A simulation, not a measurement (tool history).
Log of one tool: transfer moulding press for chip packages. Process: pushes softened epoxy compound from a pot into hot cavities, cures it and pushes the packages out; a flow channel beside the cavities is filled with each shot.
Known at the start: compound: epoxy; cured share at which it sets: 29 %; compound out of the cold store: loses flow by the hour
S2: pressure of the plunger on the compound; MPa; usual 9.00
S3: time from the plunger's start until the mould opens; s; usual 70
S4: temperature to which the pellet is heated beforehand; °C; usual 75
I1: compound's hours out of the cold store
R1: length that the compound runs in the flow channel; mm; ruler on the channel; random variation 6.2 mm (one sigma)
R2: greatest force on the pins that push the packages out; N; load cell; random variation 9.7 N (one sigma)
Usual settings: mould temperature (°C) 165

{"run": 1, "hour": 0.0, "mould temperature (°C)": 165, "S2": 9.0, "S3": 70, "S4": 75, "I1": 8.1, "R1": 774, "R2": 762}
{"hour": 8.4, "done": "cavities cleaned with cleaning compound and waxed"}
{"run": 2, "hour": 17.7, "mould temperature (°C)": 165, "S2": 9.0, "S3": 70, "S4": 75, "I1": 30.0, "R1": 682, "R2": 508}
{"run": 3, "hour": 51.2, "mould temperature (°C)": 165, "S2": 10.65, "S3": 70, "S4": 75, "I1": 19.6, "R1": 800, "R2": 684}
{"hour": 75.9, "done": "cavities cleaned with cleaning compound and waxed"}
{"run": 4, "hour": 89.2, "mould temperature (°C)": 165, "S2": 9.27, "S3": 70, "S4": 75, "I1": 35.2, "R1": 656, "R2": 472}
{"run": 5, "hour": 119.7, "mould temperature (°C)": 165, "S2": 9.27, "S3": 70, "S4": 75, "I1": 46.6, "R1": 604, "R2": 580}
{"hour": 142.6, "done": "cavities cleaned with cleaning compound and waxed"}
{"run": 6, "hour": 156.2, "mould temperature (°C)": 165, "S2": 9.0, "S3": 70, "S4": 75, "I1": 22.1, "R1": 679, "R2": 519}
{"run": 7, "hour": 187.1, "mould temperature (°C)": 165, "S2": 9.0, "S3": 70, "S4": 75, "I1": 44.7, "R1": 602, "R2": 596}
{"run": 8, "hour": 203.3, "mould temperature (°C)": 165, "S2": 9.0, "S3": 70, "S4": 75, "I1": 44.8, "R1": 590, "R2": 646}
{"hour": 211.0, "done": "cavities cleaned with cleaning compound and waxed"}
{"run": 9, "hour": 227.2, "mould temperature (°C)": 165, "S2": 9.0, "S3": 70, "S4": 75, "I1": 23.9, "R1": 686, "R2": 534}
{"hour": 260.3, "done": "plunger's sealing rings changed"}
{"run": 10, "hour": 265.3, "mould temperature (°C)": 165, "S2": 9.0, "S3": 70, "S4": 75, "I1": 36.4, "R1": 664, "R2": 670}
{"hour": 281.2, "done": "cavities cleaned with cleaning compound and waxed"}
{"run": 11, "hour": 296.1, "mould temperature (°C)": 165, "S2": 7.27, "S3": 70, "S4": 75, "I1": 28.7, "R1": 612, "R2": 521}
{"run": 12, "hour": 312.3, "mould temperature (°C)": 165, "S2": 7.27, "S3": 70, "S4": 75, "I1": 26.3, "R1": 628, "R2": 610}
{"run": 13, "hour": 334.8, "mould temperature (°C)": 165, "S2": 7.27, "S3": 70, "S4": 75, "I1": 31.0, "R1": 599, "R2": 669}
{"hour": 349.0, "done": "cavities cleaned with cleaning compound and waxed"}
{"run": 14, "hour": 366.3, "mould temperature (°C)": 165, "S2": 9.0, "S3": 70, "S4": 75, "I1": 44.6, "R1": 619, "R2": 506}
{"run": 15, "hour": 392.0, "mould temperature (°C)": 165, "S2": 9.0, "S3": 70, "S4": 67, "I1": 47.9, "R1": 603, "R2": 579}
{"hour": 415.5, "done": "cavities cleaned with cleaning compound and waxed"}
{"run": 16, "hour": 423.9, "mould temperature (°C)": 157, "S2": 7.55, "S3": 103, "S4": 71, "I1": 36.8, "R1": 615, "R2": 331}
{"run": 17, "hour": 446.0, "mould temperature (°C)": 157, "S2": 9.0, "S3": 70, "S4": 77, "I1": 18.8, "R1": 741, "R2": 1085}
{"run": 18, "hour": 471.0, "mould temperature (°C)": 157, "S2": 9.0, "S3": 70, "S4": 77, "I1": 38.4, "R1": 646, "R2": 1098}
{"hour": 483.0, "done": "cavities cleaned with cleaning compound and waxed"}
{"run": 19, "hour": 490.3, "mould temperature (°C)": 165, "S2": 8.03, "S3": 52, "S4": 72, "I1": 45.3, "R1": 570, "R2": 945}
{"run": 20, "hour": 518.4, "mould temperature (°C)": 165, "S2": 8.03, "S3": 52, "S4": 72, "I1": 43.5, "R1": 578, "R2": 1242}
{"run": 21, "hour": 539.5, "mould temperature (°C)": 172, "S2": 8.03, "S3": 52, "S4": 70, "I1": 40.4, "R1": 557, "R2": 983}
{"hour": 549.4, "done": "cavities cleaned with cleaning compound and waxed"}
{"run": 22, "hour": 567.3, "mould temperature (°C)": 165, "S2": 7.13, "S3": 61, "S4": 75, "I1": 30.2, "R1": 573, "R2": 766}
{"run": 23, "hour": 586.7, "mould temperature (°C)": 165, "S2": 8.96, "S3": 61, "S4": 73, "I1": 18.3, "R1": 710, "R2": 1002}
{"hour": 596.6, "done": "plunger's sealing rings changed"}
{"hour": 620.9, "done": "cavities cleaned with cleaning compound and waxed"}
{"run": 24, "hour": 621.2, "mould temperature (°C)": 165, "S2": 8.96, "S3": 61, "S4": 73, "I1": 25.1, "R1": 697, "R2": 626}
{"hour": 633.6, "done": "mould's thermocouples calibrated"}
{"run": 25, "hour": 641.4, "mould temperature (°C)": 160, "S2": 7.31, "S3": 61, "S4": 73, "I1": 42.2, "R1": 586, "R2": 1067}
{"run": 26, "hour": 659.0, "mould temperature (°C)": 160, "S2": 7.31, "S3": 61, "S4": 73, "I1": 14.1, "R1": 680, "R2": 1418}
{"run": 27, "hour": 683.9, "mould temperature (°C)": 173, "S2": 8.94, "S3": 70, "S4": 75, "I1": 27.1, "R1": 676, "R2": 482}

Forecast each of these 5 alternatives for the next run:
{"hour": 692.2, "done": "cavities cleaned with cleaning compound and waxed"}
{"run": "A", "hour": 721.5, "mould temperature (°C)": 165, "S2": 9.0, "S3": 70, "S4": 80, "I1": 11.2, "R1": "?", "R2": "?"}
{"hour": 692.2, "done": "cavities cleaned with cleaning compound and waxed"}
{"run": "B", "hour": 721.5, "mould temperature (°C)": 173, "S2": 8.94, "S3": 70, "S4": 84, "I1": 26.2, "R1": "?", "R2": "?"}
{"hour": 692.2, "done": "cavities cleaned with cleaning compound and waxed"}
{"run": "C", "hour": 721.5, "mould temperature (°C)": 170, "S2": 8.94, "S3": 70, "S4": 75, "I1": 16.8, "R1": "?", "R2": "?"}
{"hour": 692.2, "done": "cavities cleaned with cleaning compound and waxed"}
{"run": "D", "hour": 721.5, "mould temperature (°C)": 171, "S2": 8.94, "S3": 70, "S4": 71, "I1": 13.9, "R1": "?", "R2": "?"}
{"hour": 692.2, "done": "cavities cleaned with cleaning compound and waxed"}
{"run": "E", "hour": 721.5, "mould temperature (°C)": 173, "S2": 7.56, "S3": 69, "S4": 78, "I1": 32.8, "R1": "?", "R2": "?"}

run=A R1=756 R2=652
run=B R1=683 R2=367
run=C R1=706 R2=437
run=D R1=724 R2=437
run=E R1=597 R2=369
Without the tool's hidden state the same runs would have given:
run=A R1=774 R2=472
run=B R1=699 R2=265
run=C R1=723 R2=315
run=D R1=741 R2=317
run=E R1=611 R2=265
